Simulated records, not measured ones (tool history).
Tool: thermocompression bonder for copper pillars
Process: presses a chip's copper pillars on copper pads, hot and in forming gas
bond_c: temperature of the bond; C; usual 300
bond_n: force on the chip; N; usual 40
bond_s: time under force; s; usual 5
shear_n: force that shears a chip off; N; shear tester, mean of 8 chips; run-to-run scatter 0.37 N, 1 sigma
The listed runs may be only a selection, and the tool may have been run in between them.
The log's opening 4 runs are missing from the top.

{"run": 5, "day": 7.242, "bond_c": 300, "bond_n": 40, "bond_s": 5, "shear_n": 53.6}
{"run": 6, "day": 8.304, "bond_c": 300, "bond_n": 40, "bond_s": 5, "shear_n": 53.6}
{"day": 8.679, "done": "force cell calibrated"}
{"run": 7, "day": 10.075, "bond_c": 300, "bond_n": 40, "bond_s": 5, "shear_n": 49.4}
{"run": 8, "day": 11.492, "bond_c": 300, "bond_n": 40, "bond_s": 5, "shear_n": 49}
{"run": 9, "day": 13.833, "bond_c": 300, "bond_n": 40, "bond_s": 5, "shear_n": 48.6}
{"run": 10, "day": 15.204, "bond_c": 300, "bond_n": 40, "bond_s": 5, "shear_n": 48.7}
{"run": 11, "day": 16.879, "bond_c": 300, "bond_n": 40, "bond_s": 5, "shear_n": 48.8}
{"run": 12, "day": 18.846, "bond_c": 300, "bond_n": 40, "bond_s": 5, "shear_n": 48.4}
{"run": 13, "day": 20.696, "bond_c": 300, "bond_n": 40, "bond_s": 10, "shear_n": 59.9}
{"run": 14, "day": 21.992, "bond_c": 300, "bond_n": 40, "bond_s": 5, "shear_n": 47.7}
{"day": 22.988, "done": "forming gas filter changed"}
{"run": 15, "day": 23.425, "bond_c": 300, "bond_n": 40, "bond_s": 5, "shear_n": 53}
{"run": 16, "day": 25.304, "bond_c": 300, "bond_n": 40, "bond_s": 5, "shear_n": 52.4}
{"run": 17, "day": 27.633, "bond_c": 300, "bond_n": 40, "bond_s": 5, "shear_n": 52.4}
{"run": 18, "day": 28.779, "bond_c": 300, "bond_n": 45, "bond_s": 5, "shear_n": 58.5}
{"run": 19, "day": 30.662, "bond_c": 300, "bond_n": 28, "bond_s": 4, "shear_n": 31.8}
{"run": 20, "day": 31.929, "bond_c": 316, "bond_n": 59, "bond_s": 8, "shear_n": 93.5}
{"run": 21, "day": 33.829, "bond_c": 313, "bond_n": 58, "bond_s": 8, "shear_n": 89.7}
{"run": 22, "day": 35.217, "bond_c": 309, "bond_n": 35, "bond_s": 10, "shear_n": 62.1}
{"run": 23, "day": 36.429, "bond_c": 283, "bond_n": 26, "bond_s": 6, "shear_n": 25.9}
{"run": 24, "day": 37.783, "bond_c": 283, "bond_n": 26, "bond_s": 6, "shear_n": 25.4}

What will run 25 give?
{"day": 38.75, "done": "heater calibrated with a thermocouple chip"}
{"run": 25, "day": 40.208, "bond_c": 309, "bond_n": 38, "bond_s": 12, "shear_n": "?"}

shear_n: 73.8 N
On a tool with no hidden condition, and with the same random variation, this run would have come out at shear_n 75.7 N.
